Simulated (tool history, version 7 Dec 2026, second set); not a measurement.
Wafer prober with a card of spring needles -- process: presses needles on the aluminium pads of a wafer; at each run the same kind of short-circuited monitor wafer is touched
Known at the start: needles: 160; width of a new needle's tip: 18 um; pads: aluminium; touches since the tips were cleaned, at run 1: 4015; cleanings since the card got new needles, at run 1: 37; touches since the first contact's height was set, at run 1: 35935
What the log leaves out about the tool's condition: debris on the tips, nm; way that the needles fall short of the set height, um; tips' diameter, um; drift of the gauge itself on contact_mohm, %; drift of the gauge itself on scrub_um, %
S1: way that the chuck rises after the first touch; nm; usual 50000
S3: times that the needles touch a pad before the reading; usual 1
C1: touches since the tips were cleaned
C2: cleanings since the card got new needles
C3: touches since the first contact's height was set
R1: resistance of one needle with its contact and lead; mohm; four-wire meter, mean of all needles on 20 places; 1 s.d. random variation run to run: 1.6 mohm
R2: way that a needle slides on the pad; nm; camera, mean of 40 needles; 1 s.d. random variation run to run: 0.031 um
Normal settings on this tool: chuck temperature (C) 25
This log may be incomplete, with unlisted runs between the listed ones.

Run 1, day 0: usual settings; C1 4015; C2 37; C3 35935. Result: R1 161 mohm, R2 8310 nm.
At day 0.638: tips cleaned on abrasive film.
At day 2.154: tips cleaned on abrasive film.
Run 2, day 3.404: usual settings but S3 3; C1 4446; C2 39; C3 47991. Result: R1 161 mohm, R2 8290 nm.
At day 3.7: tips cleaned on abrasive film.
At day 5.4: tips cleaned on abrasive film.
Run 3, day 6.658: usual settings but chuck temperature (C) 57, S3 3; C1 4476; C2 41; C3 59520. Result: R1 170 mohm, R2 8290 nm.
At day 7: tips cleaned on abrasive film.
Run 4, day 8.338: usual settings but chuck temperature (C) 57, S3 3; C1 4751; C2 42; C3 65463. Result: R1 166 mohm, R2 8290 nm.
At day 8.542: tips cleaned on abrasive film.
At day 10.333: tips cleaned on abrasive film.
Run 5, day 11.712: usual settings but chuck temperature (C) 105; C1 4896; C2 44; C3 77414. Result: R1 179 mohm, R2 8290 nm.
At day 12.046: tips cleaned on abrasive film.
At day 13.608: tips cleaned on abrasive film.
Run 6, day 14.329: usual settings but chuck temperature (C) 105; C1 2564; C2 46; C3 86671. Result: R1 176 mohm, R2 8320 nm.
At day 15.367: tips cleaned on abrasive film.
At day 16.925: tips cleaned on abrasive film.
Run 7, day 18.196: usual settings but chuck temperature (C) 105; C1 4502; C2 48; C3 100365. Result: R1 178 mohm, R2 8250 nm.
At day 18.471: tips cleaned on abrasive film.
At day 20.167: tips cleaned on abrasive film.
Run 8, day 20.996: usual settings but chuck temperature (C) 105; C1 2943; C2 50; C3 110278. Result: R1 180 mohm, R2 8270 nm.
At day 21.771: tips cleaned on abrasive film.
At day 23.383: tips cleaned on abrasive film.
Run 9, day 24.038: usual settings but S3 2; C1 2329; C2 52; C3 121055. Result: R1 163 mohm, R2 8290 nm.
At day 25.183: tips cleaned on abrasive film.
At day 26.75: tips cleaned on abrasive film.
Run 10, day 27.208: usual settings but chuck temperature (C) 123; C1 1640; C2 54; C3 132281. Result: R1 181 mohm, R2 8310 nm.
At day 28.392: tips cleaned on abrasive film.
Run 11, day 28.921: usual settings but S1 46000 nm; C1 1874; C2 55; C3 138334. Result: R1 165 mohm, R2 7600 nm.
At day 29.996: tips cleaned on abrasive film.
At day 31.65: tips cleaned on abrasive film.
Run 12, day 32.804: usual settings but S1 46000 nm, S3 3; C1 4091; C2 57; C3 152090. Result: R1 165 mohm, R2 7630 nm.
At day 33.208: tips cleaned on abrasive film.
At day 34.9: tips cleaned on abrasive film.
Run 13, day 35.929: usual settings but S1 31000 nm, S3 3; C1 3659; C2 59; C3 163166. Result: R1 170 mohm, R2 5170 nm.
At day 36.533: tips cleaned on abrasive film.
At day 38.204: tips cleaned on abrasive film.
Run 14, day 38.75: usual settings but S1 42000 nm, chuck temperature (C) 59, S3 2; C1 1940; C2 61; C3 173142. Result: R1 173 mohm, R2 6950 nm.
At day 39.725: tips cleaned on abrasive film.
At day 40.704: height of the first contact set anew.
At day 41.354: tips cleaned on abrasive film.
Run 15, day 42.5: usual settings but S1 42000 nm, chuck temperature (C) 59, S3 2; C1 4075; C2 63; C3 6372. Result: R1 173 mohm, R2 6960 nm.
At day 43.029: tips cleaned on abrasive film.
At day 44.812: tips cleaned on abrasive film.
Run 16, day 45.212: usual settings but S3 2; C1 1419; C2 65; C3 15964. Result: R1 163 mohm, R2 8240 nm.
At day 46.533: tips cleaned on abrasive film.
Run 17, day 46.954: usual settings but S1 57000 nm, S3 2; C1 1493; C2 66; C3 22131. Result: R1 161 mohm, R2 9450 nm.
At day 48.071: tips cleaned on abrasive film.
Run 18, day 48.604: usual settings but S1 57000 nm, chuck temperature (C) 38, S3 2; C1 1905; C2 67; C3 27981. Result: R1 165 mohm, R2 9470 nm.
At day 49.671: tips cleaned on abrasive film.
Run 19, day 50.317: usual settings but S1 55000 nm, chuck temperature (C) 38, S3 2; C1 2297; C2 68; C3 34044. Result: R1 165 mohm, R2 9120 nm.
At day 51.454: tips cleaned on abrasive film.
At day 52.996: tips cleaned on abrasive film.
Run 20, day 53.154: usual settings but S1 52000 nm, chuck temperature (C) 110, S3 2; C1 556; C2 70; C3 44081. Result: R1 180 mohm, R2 8630 nm.
At day 54.621: tips cleaned on abrasive film.
At day 56.138: tips cleaned on abrasive film.
Run 21, day 56.138: usual settings but S1 52000 nm, chuck temperature (C) 110, S3 2; C1 0; C2 72; C3 54649. Result: R1 177 mohm, R2 8590 nm.
At day 57.762: tips cleaned on abrasive film.
Run 22, day 57.829: usual settings but S1 52000 nm, chuck temperature (C) 33; C1 241; C2 73; C3 60641. Result: R1 162 mohm, R2 8660 nm.

What differs in the tool's unlogged condition from the final listed run ahead of each entry between runs to the first listed run following it?
After run 1, before run 2: tips cleaned on abrasive film (day 0.638); tips cleaned on abrasive film (day 2.154)
  debris on the tips, nm: 0.2 -> 0.3
After run 2, before run 3: tips cleaned on abrasive film (day 3.7); tips cleaned on abrasive film (day 5.4)
  debris on the tips, nm: 0.3 -> 0.2
After run 3, before run 4: tips cleaned on abrasive film (day 7)
  debris on the tips, nm: 0.2 -> 0.3
After run 4, before run 5: tips cleaned on abrasive film (day 8.542); tips cleaned on abrasive film (day 10.333)
  both runs share identical hidden conditions
After run 5, before run 6: tips cleaned on abrasive film (day 12.046); tips cleaned on abrasive film (day 13.608)
  debris on the tips, nm: 0.3 -> 0.2
After run 6, before run 7: tips cleaned on abrasive film (day 15.367); tips cleaned on abrasive film (day 16.925)
  both runs share identical hidden conditions
After run 7, before run 8: tips cleaned on abrasive film (day 18.471); tips cleaned on abrasive film (day 20.167)
  both runs share identical hidden conditions
After run 8, before run 9: tips cleaned on abrasive film (day 21.771); tips cleaned on abrasive film (day 23.383)
  both runs share identical hidden conditions
After run 9, before run 10: tips cleaned on abrasive film (day 25.183); tips cleaned on abrasive film (day 26.75)
  debris on the tips, nm: 0.2 -> 0.1
After run 10, before run 11: tips cleaned on abrasive film (day 28.392)
  debris on the tips, nm: 0.1 -> 0.2
After run 11, before run 12: tips cleaned on abrasive film (day 29.996); tips cleaned on abrasive film (day 31.65)
  debris on the tips, nm: 0.2 -> 0.3
After run 12, before run 13: tips cleaned on abrasive film (day 33.208); tips cleaned on abrasive film (day 34.9)
  debris on the tips, nm: 0.3 -> 0.2
After run 13, before run 14: tips cleaned on abrasive film (day 36.533); tips cleaned on abrasive film (day 38.204)
  both runs share identical hidden conditions
After run 14, before run 15: tips cleaned on abrasive film (day 39.725); height of the first contact set anew (day 40.704); tips cleaned on abrasive film (day 41.354)
  both runs share identical hidden conditions
After run 15, before run 16: tips cleaned on abrasive film (day 43.029); tips cleaned on abrasive film (day 44.812)
  debris on the tips, nm: 0.2 -> 0.1
After run 16, before run 17: tips cleaned on abrasive film (day 46.533)
  both runs share identical hidden conditions
After run 17, before run 18: tips cleaned on abrasive film (day 48.071)
  debris on the tips, nm: 0.1 -> 0.2
After run 18, before run 19: tips cleaned on abrasive film (day 49.671)
  both runs share identical hidden conditions
After run 19, before run 20: tips cleaned on abrasive film (day 51.454); tips cleaned on abrasive film (day 52.996)
  debris on the tips, nm: 0.2 -> 0.1
After run 20, before run 21: tips cleaned on abrasive film (day 54.621); tips cleaned on abrasive film (day 56.138)
  debris on the tips, nm: 0.1 -> 0
After run 21, before run 22: tips cleaned on abrasive film (day 57.762)
  debris on the tips, nm: 0 -> 0.1

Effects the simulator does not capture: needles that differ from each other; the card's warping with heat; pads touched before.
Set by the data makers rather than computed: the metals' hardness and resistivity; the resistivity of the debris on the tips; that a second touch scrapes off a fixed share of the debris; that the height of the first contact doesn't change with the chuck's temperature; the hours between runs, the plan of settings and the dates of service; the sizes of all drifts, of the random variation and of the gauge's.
